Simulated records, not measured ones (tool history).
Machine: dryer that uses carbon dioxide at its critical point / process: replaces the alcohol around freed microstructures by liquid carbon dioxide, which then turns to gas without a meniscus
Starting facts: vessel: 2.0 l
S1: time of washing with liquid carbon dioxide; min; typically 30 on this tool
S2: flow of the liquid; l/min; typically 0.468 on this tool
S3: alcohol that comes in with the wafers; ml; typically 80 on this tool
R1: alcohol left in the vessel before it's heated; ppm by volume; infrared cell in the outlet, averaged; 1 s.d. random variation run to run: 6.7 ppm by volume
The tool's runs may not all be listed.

{"run": 1, "day": 0.0, "S1": 30, "S2": 0.468, "S3": 80, "R1": 466}
{"day": 1.45, "done": "inlet filter changed"}
{"run": 2, "day": 1.612, "S1": 30, "S2": 0.468, "S3": 80, "R1": 396}
{"run": 3, "day": 2.617, "S1": 30, "S2": 0.468, "S3": 80, "R1": 383}
{"run": 4, "day": 3.462, "S1": 30, "S2": 0.468, "S3": 80, "R1": 397}
{"run": 5, "day": 5.0, "S1": 30, "S2": 0.468, "S3": 80, "R1": 411}
{"run": 6, "day": 6.321, "S1": 30, "S2": 0.468, "S3": 80, "R1": 430}
{"run": 7, "day": 7.029, "S1": 30, "S2": 0.468, "S3": 80, "R1": 417}
{"run": 8, "day": 8.642, "S1": 30, "S2": 0.468, "S3": 80, "R1": 449}
{"run": 9, "day": 9.829, "S1": 30, "S2": 0.468, "S3": 76, "R1": 442}
{"run": 10, "day": 10.596, "S1": 30, "S2": 0.468, "S3": 76, "R1": 437}
{"run": 11, "day": 11.712, "S1": 30, "S2": 0.468, "S3": 76, "R1": 455}
{"run": 12, "day": 13.283, "S1": 30, "S2": 0.468, "S3": 76, "R1": 467}
{"run": 13, "day": 14.404, "S1": 47, "S2": 0.468, "S3": 80, "R1": 142}
{"run": 14, "day": 15.604, "S1": 30, "S2": 0.468, "S3": 80, "R1": 514}
{"run": 15, "day": 16.417, "S1": 30, "S2": 0.468, "S3": 80, "R1": 514}
{"run": 16, "day": 17.467, "S1": 30, "S2": 0.468, "S3": 68, "R1": 481}
{"day": 17.625, "done": "inlet filter changed"}
{"run": 17, "day": 18.742, "S1": 36, "S2": 0.468, "S3": 80, "R1": 226}
{"run": 18, "day": 19.546, "S1": 30, "S2": 0.468, "S3": 80, "R1": 442}
{"run": 19, "day": 20.392, "S1": 30, "S2": 0.468, "S3": 80, "R1": 435}
{"run": 20, "day": 21.583, "S1": 30, "S2": 0.468, "S3": 80, "R1": 429}
{"run": 21, "day": 23.058, "S1": 30, "S2": 0.468, "S3": 80, "R1": 471}
{"run": 22, "day": 24.35, "S1": 19, "S2": 0.468, "S3": 80, "R1": 2102}
{"run": 23, "day": 25.75, "S1": 19, "S2": 0.484, "S3": 58, "R1": 1430}
{"run": 24, "day": 26.55, "S1": 44, "S2": 0.514, "S3": 21, "R1": 146}
{"run": 25, "day": 27.233, "S1": 44, "S2": 0.514, "S3": 21, "R1": 143}
{"run": 26, "day": 27.892, "S1": 44, "S2": 0.514, "S3": 21, "R1": 143}
{"run": 27, "day": 29.279, "S1": 44, "S2": 0.514, "S3": 21, "R1": 151}
{"run": 28, "day": 30.779, "S1": 46, "S2": 0.468, "S3": 30, "R1": 161}
{"run": 29, "day": 31.904, "S1": 46, "S2": 0.757, "S3": 30, "R1": 135}
{"run": 30, "day": 32.712, "S1": 22, "S2": 0.481, "S3": 80, "R1": 1380}
{"day": 33.738, "done": "inlet filter changed"}
{"run": 31, "day": 34.312, "S1": 40, "S2": 0.303, "S3": 22, "R1": 314}
{"run": 32, "day": 35.558, "S1": 30, "S2": 0.527, "S3": 109, "R1": 377}

Run 33 is up next; what results do you expect?
{"day": 35.808, "done": "purifier's bed changed"}
{"run": 33, "day": 37.075, "S1": 30, "S2": 0.527, "S3": 109, "R1": "?"}

Logged for run 33: R1 232 ppm by volume.
With the hidden condition absent and the run-to-run variation left alone, this run would have shown R1 211 ppm by volume.

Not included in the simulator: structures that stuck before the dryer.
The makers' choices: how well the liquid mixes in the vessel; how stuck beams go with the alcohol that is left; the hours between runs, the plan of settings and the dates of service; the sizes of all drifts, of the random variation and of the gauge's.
